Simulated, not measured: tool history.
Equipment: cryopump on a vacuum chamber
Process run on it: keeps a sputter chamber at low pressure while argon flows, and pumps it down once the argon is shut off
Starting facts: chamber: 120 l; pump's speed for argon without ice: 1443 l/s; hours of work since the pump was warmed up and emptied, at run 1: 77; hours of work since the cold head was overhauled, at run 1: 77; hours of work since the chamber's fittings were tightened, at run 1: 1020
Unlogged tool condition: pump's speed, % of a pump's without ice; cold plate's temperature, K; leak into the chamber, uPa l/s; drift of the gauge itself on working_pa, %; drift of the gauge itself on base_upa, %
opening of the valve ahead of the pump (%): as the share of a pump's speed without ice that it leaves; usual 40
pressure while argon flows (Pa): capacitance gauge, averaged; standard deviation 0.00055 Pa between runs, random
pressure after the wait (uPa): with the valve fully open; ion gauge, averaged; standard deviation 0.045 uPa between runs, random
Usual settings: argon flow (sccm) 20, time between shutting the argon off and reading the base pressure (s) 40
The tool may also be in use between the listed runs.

run	hour	argon flow (sccm)	time between shutting the argon off and reading the base pressure (s)	opening of the valve ahead of the pump (%)	hours of work since the pump was warmed up and emptied	hours of work since the cold head was overhauled	hours of work since the chamber's fittings were tightened	pressure while argon flows (Pa)	pressure after the wait (uPa)
1	0	20	40	40	77	77	1020	0.0606	3.14
2	17.2	20	40	40	87	87	1031	0.0608	3.17
3	36.2	24	40	40	99	99	1042	0.0714	3.22
4	47.4	20	40	52	106	106	1049	0.0462	3.18
5	64.1	20	40	52	116	116	1059	0.0468	3.1
6	77.1	20	40	52	124	124	1067	0.0468	3.07
7	100.5	20	40	52	138	138	1081	0.0471	3.11
8	119.7	10	40	40	150	150	1093	0.0304	3.11
9	135.9	30	40	40	160	160	1103	0.0907	3.13
10	146.6	22	46	40	166	166	1109	0.0673	2.73
11	159.6	22	46	40	174	174	1117	0.0677	2.81
12	182.1	16	31	40	188	188	1131	0.0484	3.95
13	202.1	16	31	40	200	200	1143	0.0485	3.93
14	223.3	16	31	40	213	213	1156	0.049	3.73
15	243.1	20	168	40	225	225	1168	0.0611	1.35
16	264.7	39	69	16	238	238	1181	0.291	2.15
17	286.3	39	69	16	251	251	1194	0.2922	2.1

5 options for the next run, each taken on its own from the tool as it stands now. Forecast them:
A	308.8	22	69	46	265	265	1208	?	?
B	308.8	17	33	29	265	265	1208	?	?
C	308.8	20	295	23	265	265	1208	?	?
D	308.8	11	96	40	265	265	1208	?	?
E	308.8	19	70	16	265	265	1208	?	?

run	pressure while argon flows (Pa)	pressure after the wait (uPa)
A	0.0586	2.14
B	0.0717	3.73
C	0.1049	1.04
D	0.0342	1.74
E	0.1421	2.13
Without the tool's unlogged condition, the same runs would have read:
run	pressure while argon flows (Pa)	pressure after the wait (uPa)
A	0.0548	1.65
B	0.0687	3.24
C	0.1014	0.53
D	0.0323	1.25
E	0.1388	1.64

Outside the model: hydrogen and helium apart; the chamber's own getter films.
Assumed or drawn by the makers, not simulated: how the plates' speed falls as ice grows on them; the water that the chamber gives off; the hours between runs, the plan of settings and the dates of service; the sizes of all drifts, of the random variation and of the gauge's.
